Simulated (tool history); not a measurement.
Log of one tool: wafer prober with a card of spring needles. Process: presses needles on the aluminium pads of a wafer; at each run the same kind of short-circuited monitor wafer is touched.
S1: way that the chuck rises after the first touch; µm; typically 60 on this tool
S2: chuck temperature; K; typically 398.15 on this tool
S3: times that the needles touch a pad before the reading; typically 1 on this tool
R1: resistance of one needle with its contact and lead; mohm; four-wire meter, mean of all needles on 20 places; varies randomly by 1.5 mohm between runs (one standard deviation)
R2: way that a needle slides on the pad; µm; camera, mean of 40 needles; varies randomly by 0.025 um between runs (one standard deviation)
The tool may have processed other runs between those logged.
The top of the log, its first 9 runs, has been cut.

run	hour	S1	S2	S3	R1	R2
# hour 117.2: tips cleaned on abrasive film
10	125.3	60	398.15	1	146	10.29
11	136.0	60	398.15	1	147	10.29
12	146.1	44	398.15	1	153	7.52
# hour 152.6: tips cleaned on abrasive film
13	157.3	53	398.15	1	148	9.06
14	166.4	53	398.15	1	152	9.07
15	186.8	54	398.15	1	147	9.22
# hour 188.4: tips cleaned on abrasive film
16	207.9	54	398.15	1	148	9.29
17	222.0	54	398.15	2	149	9.24
# hour 224.8: tips cleaned on abrasive film
18	232.6	63	359.15	1	141	10.77
19	244.0	60	312.15	1	130	10.27
20	255.8	60	312.15	1	134	10.25
# hour 261.7: tips cleaned on abrasive film
21	268.1	69	372.15	2	137	11.84
22	284.4	55	353.15	2	144	9.38
# hour 297.4: tips cleaned on abrasive film
23	303.8	55	353.15	2	138	9.41
24	317.1	47	315.15	2	138	8.05
25	328.6	64	398.15	1	144	10.96
# hour 332.6: tips cleaned on abrasive film
26	341.4	64	398.15	1	144	10.92

What does the tool deliver on the next run?
27	357.2	63	313.15	2	?	?

R1: 132 mohm
R2: 10.76 µm
Take away the tool's hidden state, keep the run-to-run variation as it was, and the same run would have given R1 131 mohm, R2 10.78 µm.
